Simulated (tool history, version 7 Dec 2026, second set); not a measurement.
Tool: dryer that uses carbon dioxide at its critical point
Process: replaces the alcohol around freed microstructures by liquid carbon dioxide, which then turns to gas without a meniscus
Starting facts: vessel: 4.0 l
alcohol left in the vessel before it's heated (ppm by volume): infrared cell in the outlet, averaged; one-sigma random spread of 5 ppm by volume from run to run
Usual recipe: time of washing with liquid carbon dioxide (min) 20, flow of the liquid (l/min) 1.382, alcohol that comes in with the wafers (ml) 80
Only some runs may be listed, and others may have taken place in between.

run   hour  time of washing with liquid carbon dioxide (min)  flow of the liquid (l/min)  alcohol that comes in with the wafers (ml)  alcohol left in the vessel before it's heated (ppm by volume)
  1      0                                                20                       1.382                                          80                                                             26
  2    9.9                                                20                       1.382                                          80                                                             35
  3   21.8                                                20                       1.382                                          80                                                             33
  4   35.1                                                20                       1.382                                          80                                                             40
  5   42.6                                                20                       1.382                                          80                                                             42
  6     55                                                20                       1.382                                          86                                                             44
  7   67.4                                                20                       1.382                                          80                                                             33
  8   82.7                                                20                       1.382                                          80                                                             37
  9     91                                                20                       1.382                                          80                                                             34
 10  105.7                                                20                       1.382                                          80                                                             35
 11    116                                                20                       1.382                                          80                                                             34
 12  123.1                                                20                       1.382                                          80                                                             44
 13  131.4                                                13                        2.03                                          56                                                             33
 14  142.8                                                13                        2.03                                          56                                                             43
 15    154                                                13                        1.37                                          69                                                            282
 16  169.7                                                21                        1.01                                          20                                                             53
 17  178.4                                                21                        1.01                                          20                                                             53
 18    191                                                21                        1.81                                          80                                                             13
 19  200.8                                                21                        1.81                                          36                                                              8
 20  212.6                                                20                        2.11                                          74                                                             16
 21  223.3                                                20                        2.11                                          74                                                             14
 22  231.1                                                20                        2.11                                          74                                                             18
 23  246.3                                                20                        2.11                                          74                                                             16
 24  254.2                                                23                        2.32                                          22                                                             17

Branching from run 24: 4 alternative next runs. What would each branch give?
  A  267.6                                                13                       1.382                                          37                                                              ?
  B  267.6                                                22                        0.85                                          25                                                              ?
  C  267.6                                                23                        2.32                                          36                                                              ?
  D  267.6                                                20                        1.35                                          31                                                              ?

run  alcohol left in the vessel before it's heated (ppm by volume)
  A                                                            167
  B                                                            115
  C                                                             19
  D                                                             32
Without the tool's hidden state the same runs would have given:
run  alcohol left in the vessel before it's heated (ppm by volume)
  A                                                            119
  B                                                             79
  C                                                              9
  D                                                             15
